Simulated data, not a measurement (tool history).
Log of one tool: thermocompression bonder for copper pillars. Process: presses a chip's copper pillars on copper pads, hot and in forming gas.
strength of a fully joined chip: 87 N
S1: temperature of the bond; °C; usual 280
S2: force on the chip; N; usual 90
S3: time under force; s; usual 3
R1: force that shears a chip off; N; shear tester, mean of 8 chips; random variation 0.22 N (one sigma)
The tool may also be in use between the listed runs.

run   hour   S1  S2  S3    R1
  1    0.0  280  90   3  60.2
  2   35.3  280  90   6  70.2
  3   68.1  280  90   2  53.6
  4  100.5  303  90   3  68.6
  5  143.0  280  90   6  69.0
  6  204.1  280  90   9  73.0
  7  235.1  307  90   3  68.1
  8  286.1  307  90   3  67.4

Forecast run 9:
  9  335.6  280  63   2   ?

R1: 44.9 N
Without the tool's hidden state the same run would have given R1 43.3 N.
